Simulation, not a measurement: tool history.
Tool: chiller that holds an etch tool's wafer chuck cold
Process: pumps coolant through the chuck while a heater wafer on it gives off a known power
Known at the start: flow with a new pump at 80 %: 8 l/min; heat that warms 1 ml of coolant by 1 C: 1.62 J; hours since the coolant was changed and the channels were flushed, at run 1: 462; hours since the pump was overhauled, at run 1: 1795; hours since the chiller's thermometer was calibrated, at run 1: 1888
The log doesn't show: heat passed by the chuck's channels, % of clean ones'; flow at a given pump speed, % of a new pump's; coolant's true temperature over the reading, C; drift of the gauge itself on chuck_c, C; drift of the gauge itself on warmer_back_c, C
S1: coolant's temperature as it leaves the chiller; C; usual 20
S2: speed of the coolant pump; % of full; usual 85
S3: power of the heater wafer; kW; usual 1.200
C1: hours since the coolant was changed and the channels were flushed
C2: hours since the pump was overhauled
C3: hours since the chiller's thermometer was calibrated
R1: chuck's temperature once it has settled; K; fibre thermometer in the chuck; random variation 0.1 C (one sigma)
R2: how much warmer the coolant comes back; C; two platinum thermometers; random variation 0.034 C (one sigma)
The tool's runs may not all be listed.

Run 1, day 0.000: usual settings; C1 462; C2 1795; C3 1888. Result: R1 305.25 K, R2 5.47 C.
Run 2, day 3.496: usual settings; C1 546; C2 1879; C3 1972. Result: R1 305.45 K, R2 5.55 C.
Run 3, day 5.125: usual settings; C1 585; C2 1918; C3 2011. Result: R1 305.55 K, R2 5.48 C.
Run 4, day 8.567: usual settings; C1 667; C2 2000; C3 2094. Result: R1 305.75 K, R2 5.61 C.
At day 9.162: chiller's thermometer calibrated.
Run 5, day 11.046: usual settings but S3 0.759 kW; C1 726; C2 2059; C3 45. Result: R1 300.65 K, R2 3.54 C.
Run 6, day 12.750: usual settings but S3 0.759 kW; C1 767; C2 2100; C3 86. Result: R1 300.75 K, R2 3.50 C.
Run 7, day 14.233: usual settings; C1 802; C2 2135; C3 122. Result: R1 305.35 K, R2 5.59 C.
Run 8, day 16.029: usual settings; C1 846; C2 2179; C3 165. Result: R1 305.05 K, R2 5.58 C.
Run 9, day 18.788: usual settings; C1 912; C2 2245; C3 231. Result: R1 305.25 K, R2 5.59 C.
Run 10, day 20.550: usual settings but S1 19 C, S2 98 % of full; C1 954; C2 2287; C3 273. Result: R1 302.95 K, R2 4.81 C.
Run 11, day 23.483: usual settings but S2 64 % of full, S3 1.537 kW; C1 1024; C2 2357; C3 344. Result: R1 312.85 K, R2 9.60 C.
Run 12, day 25.846: usual settings but S2 64 % of full, S3 1.537 kW; C1 1081; C2 2414; C3 400. Result: R1 313.05 K, R2 9.63 C.
Run 13, day 29.321: usual settings but S2 64 % of full, S3 1.537 kW; C1 1164; C2 2498; C3 484. Result: R1 313.15 K, R2 9.66 C.
Run 14, day 31.654: usual settings but S2 64 % of full, S3 1.537 kW; C1 1221; C2 2554; C3 540. Result: R1 313.15 K, R2 9.74 C.
Run 15, day 34.858: usual settings but S1 11 C, S2 66 % of full, S3 1.598 kW; C1 1297; C2 2631; C3 617. Result: R1 304.75 K, R2 9.78 C.
Run 16, day 38.354: usual settings but S1 14 C, S2 82 % of full; C1 1381; C2 2714; C3 701. Result: R1 300.15 K, R2 5.95 C.
Run 17, day 41.583: usual settings but S1 26 C, S2 82 % of full; C1 1459; C2 2792; C3 778. Result: R1 312.15 K, R2 5.91 C.
Run 18, day 43.554: usual settings but S1 13 C, S2 75 % of full; C1 1506; C2 2839; C3 825. Result: R1 300.05 K, R2 6.47 C.

The same runs without the tool's hidden state, with the same run-to-run variation:
run      R1    R2
  1  304.15  5.16
  2  304.35  5.22
  3  304.45  5.14
  4  304.55  5.27
  5  300.15  3.31
  6  300.15  3.26
  7  304.45  5.21
  8  304.15  5.20
  9  304.25  5.20
 10  302.05  4.46
 11  311.15  8.89
 12  311.25  8.90
 13  311.35  8.89
 14  311.15  8.95
 15  302.65  8.96
 16  298.75  5.45
 17  310.65  5.38
 18  298.45  5.89
